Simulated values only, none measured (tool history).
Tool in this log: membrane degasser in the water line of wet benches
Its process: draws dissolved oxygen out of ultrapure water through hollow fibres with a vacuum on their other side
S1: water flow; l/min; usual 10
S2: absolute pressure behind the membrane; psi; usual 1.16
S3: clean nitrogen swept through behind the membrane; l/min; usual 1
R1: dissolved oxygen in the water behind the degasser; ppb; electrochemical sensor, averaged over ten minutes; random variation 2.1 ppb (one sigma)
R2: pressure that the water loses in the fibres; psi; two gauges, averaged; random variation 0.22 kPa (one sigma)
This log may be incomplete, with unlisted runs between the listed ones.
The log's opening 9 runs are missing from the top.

Run 10, day 27.575: usual settings but S1 11 l/min. Result: R1 256.3 ppb, R2 8.708 psi.
Run 11, day 31.571: usual settings but S1 11 l/min. Result: R1 255.8 ppb, R2 8.675 psi.
Run 12, day 33.542: usual settings. Result: R1 223.6 ppb, R2 7.873 psi.
At day 33.8: vacuum gauge calibrated.
Run 13, day 35.896: usual settings. Result: R1 222.2 ppb, R2 7.918 psi.
Run 14, day 39.9: usual settings. Result: R1 220.2 ppb, R2 7.855 psi.
Run 15, day 42.45: usual settings. Result: R1 226.2 ppb, R2 7.791 psi.
Run 16, day 44.642: usual settings. Result: R1 223.7 ppb, R2 7.921 psi.
Run 17, day 47.771: usual settings. Result: R1 229.3 ppb, R2 7.874 psi.
At day 47.979: vacuum gauge calibrated, once more.
Run 18, day 51.429: usual settings. Result: R1 224.5 ppb, R2 7.851 psi.
Run 19, day 54.158: usual settings but S1 9 l/min, S2 1.141 psi, S3 2.8 l/min. Result: R1 128.9 ppb, R2 7.055 psi.
Run 20, day 57.188: usual settings but S3 1.88 l/min. Result: R1 175.3 ppb, R2 7.839 psi.
Run 21, day 59.125: usual settings but S2 1.778 psi, S3 0.8 l/min. Result: R1 373.9 ppb, R2 7.852 psi.
Run 22, day 62.983: usual settings but S1 7 l/min, S2 2.77 psi, S3 1.27 l/min. Result: R1 275.7 ppb, R2 5.549 psi.
Run 23, day 65.908: usual settings but S1 7 l/min, S2 2.77 psi, S3 1.27 l/min. Result: R1 276.1 ppb, R2 5.522 psi.
Run 24, day 68.683: usual settings but S1 11 l/min, S3 1.58 l/min. Result: R1 213.9 ppb, R2 8.625 psi.
Run 25, day 71.812: usual settings but S1 12 l/min, S2 1.179 psi. Result: R1 292.7 ppb, R2 9.523 psi.
Run 26, day 75.917: usual settings but S1 12 l/min, S2 1.089 psi, S3 0.88 l/min. Result: R1 293.5 ppb, R2 9.514 psi.
Run 27, day 78.208: usual settings but S1 12 l/min, S2 1.194 psi, S3 1.35 l/min. Result: R1 264.5 ppb, R2 9.526 psi.
Run 28, day 80.267: usual settings but S1 12 l/min, S2 1.194 psi, S3 1.35 l/min. Result: R1 261.6 ppb, R2 9.517 psi.
Run 29, day 84.504: usual settings but S1 14 l/min, S2 1.04 psi, S3 2.54 l/min. Result: R1 257.6 ppb, R2 11.077 psi.
Run 30, day 87.954: usual settings but S1 8 l/min, S2 0.783 psi, S3 1.17 l/min. Result: R1 112.2 ppb, R2 6.287 psi.
Run 31, day 91.192: usual settings but S1 8 l/min, S2 0.756 psi. Result: R1 114.9 ppb, R2 6.347 psi.
At day 93.542: seals of the vacuum lines changed.
Run 32, day 94.833: usual settings but S1 15 l/min, S2 1.923 psi, S3 0.84 l/min. Result: R1 599.2 ppb, R2 11.96 psi.
Run 33, day 96.671: usual settings but S1 15 l/min, S2 1.923 psi, S3 0.84 l/min. Result: R1 593.7 ppb, R2 11.88 psi.

What if the next run were any one of these 3? Each begins from the tool's condition after run 33:
Run A, day 100.612: usual settings but S1 12 l/min, S2 1.552 psi, S3 1.09 l/min. Result: R1 ?, R2 ?.
Run B, day 100.612: usual settings but S1 9 l/min. Result: R1 ?, R2 ?.
Run C, day 100.612: usual settings but S1 15 l/min, S2 1.397 psi, S3 1.8 l/min. Result: R1 ?, R2 ?.

run     R1      R2
  A  342.7   9.514
  B    195   7.166
  C    356  11.942
With the hidden condition removed and each run's random variation left untouched, the same runs would have given:
run     R1      R2
  A  317.5   9.133
  B  177.6   6.881
  C  322.9  11.467
